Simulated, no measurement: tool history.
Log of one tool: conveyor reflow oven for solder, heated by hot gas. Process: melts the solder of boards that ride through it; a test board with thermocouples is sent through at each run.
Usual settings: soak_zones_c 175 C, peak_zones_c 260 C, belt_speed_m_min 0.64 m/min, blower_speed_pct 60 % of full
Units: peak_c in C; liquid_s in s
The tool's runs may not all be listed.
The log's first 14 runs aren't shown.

| run | hour | soak_zones_c | peak_zones_c | belt_speed_m_min | blower_speed_pct | hours of work since the flux was cleaned out | hours of work since the belt drive was overhauled | hours of work since the thermocouples were changed | peak_c | liquid_s |
|---|---|---|---|---|---|---|---|---|---|---|
| 15 | 834.3 | 175 | 260 | 0.64 | 60 | 209 | 481 | 418 | 239 | 41.7 |
| 16 | 899.9 | 175 | 260 | 0.64 | 60 | 239 | 511 | 448 | 238.8 | 41.6 |
| 17 | 981 | 181 | 260 | 0.64 | 85 | 276 | 548 | 485 | 246.7 | 54.6 |
| 18 | 1056.5 | 181 | 260 | 0.64 | 81 | 311 | 583 | 520 | 245.6 | 53.6 |
|  | 1091.8 | thermocouples of zones 6 and 7 changed |
| 19 | 1128.1 | 167 | 260 | 0.64 | 68 | 343 | 615 | 17 | 239.2 | 41.2 |
| 20 | 1168 | 167 | 260 | 0.64 | 68 | 361 | 633 | 35 | 239.9 | 41.2 |
| 21 | 1225 | 163 | 260 | 0.563 | 68 | 387 | 659 | 61 | 243.5 | 51.6 |
| 22 | 1264 | 182 | 254 | 0.541 | 54 | 405 | 677 | 79 | 238.9 | 55.5 |
| 23 | 1336.5 | 175 | 259 | 0.719 | 60 | 439 | 711 | 112 | 233 | 30.2 |
| 24 | 1419.6 | 175 | 264 | 0.64 | 55 | 477 | 749 | 150 | 239.7 | 43.1 |
|  | 1431.6 | flux residue cleaned out of gas plates and filters |
| 25 | 1485.9 | 173 | 273 | 0.728 | 72 | 25 | 777 | 179 | 248.1 | 44.2 |
| 26 | 1546.6 | 175 | 252 | 0.64 | 59 | 53 | 805 | 207 | 232 | 34.7 |
| 27 | 1600.6 | 176 | 250 | 0.64 | 60 | 78 | 830 | 231 | 231.2 | 32.4 |
| 28 | 1651.5 | 176 | 250 | 0.64 | 60 | 101 | 853 | 255 | 230.9 | 32.3 |
| 29 | 1719.4 | 175 | 255 | 0.64 | 73 | 132 | 884 | 286 | 238.6 | 43.6 |
| 30 | 1797.3 | 175 | 255 | 0.76 | 71 | 168 | 920 | 322 | 232.1 | 28.1 |
| 31 | 1860 | 175 | 255 | 0.76 | 71 | 197 | 949 | 350 | 232.1 | 28 |

Forecast each of these 4 alternatives for the next run:
| A | 1932.9 | 175 | 255 | 0.753 | 71 | 230 | 982 | 384 | ? | ? |
| B | 1932.9 | 185 | 260 | 0.64 | 54 | 230 | 982 | 384 | ? | ? |
| C | 1932.9 | 188 | 255 | 0.76 | 88 | 230 | 982 | 384 | ? | ? |
| D | 1932.9 | 175 | 260 | 0.576 | 60 | 230 | 982 | 384 | ? | ? |

| run | peak_c | liquid_s |
|---|---|---|
| A | 232.6 | 28.5 |
| B | 239.3 | 45.9 |
| C | 239.5 | 42.2 |
| D | 242.5 | 52.4 |
Without the tool's hidden state the same runs would have given:
| run | peak_c | liquid_s |
|---|---|---|
| A | 232.6 | 28.5 |
| B | 239.3 | 45.9 |
| C | 239.5 | 42.3 |
| D | 242.5 | 52.4 |
